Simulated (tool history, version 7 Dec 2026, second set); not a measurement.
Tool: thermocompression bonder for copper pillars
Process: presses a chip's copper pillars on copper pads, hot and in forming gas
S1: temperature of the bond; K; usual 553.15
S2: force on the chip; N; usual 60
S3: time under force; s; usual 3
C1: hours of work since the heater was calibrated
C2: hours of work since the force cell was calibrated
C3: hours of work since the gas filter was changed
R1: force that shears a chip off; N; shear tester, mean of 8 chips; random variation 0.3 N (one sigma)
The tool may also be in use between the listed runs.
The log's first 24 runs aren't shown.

run,hour,S1,S2,S3,C1,C2,C3,R1
25,302.9,535.15,86,3,448,210,22,40.3
26,311.2,553.15,38,3,452,214,27,28.8
27,324.0,535.15,41,2,459,221,34,19.9
28,331.2,535.15,41,2,463,225,37,20.0
29,344.8,579.15,37,4,470,232,45,41.2
30,352.7,579.15,37,4,474,237,49,40.6
31,366.3,579.15,37,3,482,244,56,37.2
32,377.7,579.15,37,3,488,250,63,36.8
33,393.8,579.15,37,3,497,259,71,36.7
34,401.0,544.15,40,7,501,263,75,35.7
35,411.8,552.15,73,6,506,269,81,53.0
36,427.2,559.15,39,7,515,277,89,41.5
37,434.1,559.15,39,7,518,281,93,40.9
38,449.9,582.15,73,3,527,289,102,54.9
39,463.6,581.15,38,4,534,296,109,41.2

4 ways to go on from here, each from the tool as it stands after run 39. What would each give?
A,478.3,579.15,38,2,542,304,117,?
B,478.3,548.15,65,7,542,304,117,?
C,478.3,555.15,38,4,542,304,117,?
D,478.3,532.15,60,3,542,304,117,?

run,R1
A,31.2
B,49.7
C,31.2
D,29.4
Without the tool's hidden state the same runs would have given:
run,R1
A,34.7
B,54.6
C,34.9
D,33.2
